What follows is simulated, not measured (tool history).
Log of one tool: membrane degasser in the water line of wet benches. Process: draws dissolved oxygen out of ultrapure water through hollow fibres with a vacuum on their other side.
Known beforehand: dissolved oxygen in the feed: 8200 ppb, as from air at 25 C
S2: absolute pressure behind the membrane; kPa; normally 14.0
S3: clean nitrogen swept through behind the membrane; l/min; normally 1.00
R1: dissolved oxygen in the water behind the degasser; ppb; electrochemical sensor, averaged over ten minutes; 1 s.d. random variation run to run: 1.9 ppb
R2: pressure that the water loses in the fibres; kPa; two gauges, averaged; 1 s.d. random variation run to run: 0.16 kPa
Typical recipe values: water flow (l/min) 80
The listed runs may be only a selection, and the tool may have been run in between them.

{"run": 1, "hour": 0.0, "water flow (l/min)": 80, "S2": 14.0, "S3": 1.0, "R1": 1337.4, "R2": 58.71}
{"run": 2, "hour": 18.6, "water flow (l/min)": 80, "S2": 14.0, "S3": 1.0, "R1": 1335.6, "R2": 58.54}
{"run": 3, "hour": 46.3, "water flow (l/min)": 80, "S2": 14.0, "S3": 1.0, "R1": 1336.6, "R2": 58.59}
{"run": 4, "hour": 69.5, "water flow (l/min)": 80, "S2": 14.0, "S3": 1.0, "R1": 1338.8, "R2": 58.68}
{"run": 5, "hour": 105.4, "water flow (l/min)": 80, "S2": 14.0, "S3": 1.0, "R1": 1337.6, "R2": 58.41}
{"run": 6, "hour": 128.3, "water flow (l/min)": 80, "S2": 14.0, "S3": 1.0, "R1": 1339.5, "R2": 58.37}
{"hour": 132.4, "done": "vacuum gauge calibrated"}
{"run": 7, "hour": 166.8, "water flow (l/min)": 80, "S2": 26.4, "S3": 1.0, "R1": 2462.3, "R2": 58.53}
{"run": 8, "hour": 210.4, "water flow (l/min)": 80, "S2": 26.4, "S3": 1.0, "R1": 2460.4, "R2": 58.74}
{"run": 9, "hour": 244.2, "water flow (l/min)": 80, "S2": 20.1, "S3": 1.0, "R1": 1926.6, "R2": 58.64}
{"run": 10, "hour": 276.0, "water flow (l/min)": 80, "S2": 20.1, "S3": 1.0, "R1": 1927.0, "R2": 58.76}
{"run": 11, "hour": 307.5, "water flow (l/min)": 80, "S2": 20.1, "S3": 1.0, "R1": 1922.9, "R2": 58.51}

Each row is a separate what-if for the run after 11, all from the same tool condition, not one after another. Results?
{"run": "A", "hour": 327.9, "water flow (l/min)": 66, "S2": 20.1, "S3": 1.0, "R1": "?", "R2": "?"}
{"run": "B", "hour": 327.9, "water flow (l/min)": 80, "S2": 14.0, "S3": 1.24, "R1": "?", "R2": "?"}
{"run": "C", "hour": 327.9, "water flow (l/min)": 57, "S2": 12.6, "S3": 1.16, "R1": "?", "R2": "?"}
{"run": "D", "hour": 327.9, "water flow (l/min)": 92, "S2": 9.8, "S3": 1.09, "R1": "?", "R2": "?"}
{"run": "E", "hour": 327.9, "water flow (l/min)": 126, "S2": 14.1, "S3": 1.13, "R1": "?", "R2": "?"}

run=A R1=1704.0 R2=48.33
run=B R1=1171.8 R2=58.57
run=C R1=835.5 R2=41.64
run=D R1=939.4 R2=67.45
run=E R1=1732.1 R2=92.57
The same runs, with their run-to-run variation unchanged, on a tool lacking any hidden condition would have given:
run=A R1=1704.1 R2=48.32
run=B R1=1171.9 R2=58.56
run=C R1=835.6 R2=41.64
run=D R1=939.5 R2=67.44
run=E R1=1732.2 R2=92.56

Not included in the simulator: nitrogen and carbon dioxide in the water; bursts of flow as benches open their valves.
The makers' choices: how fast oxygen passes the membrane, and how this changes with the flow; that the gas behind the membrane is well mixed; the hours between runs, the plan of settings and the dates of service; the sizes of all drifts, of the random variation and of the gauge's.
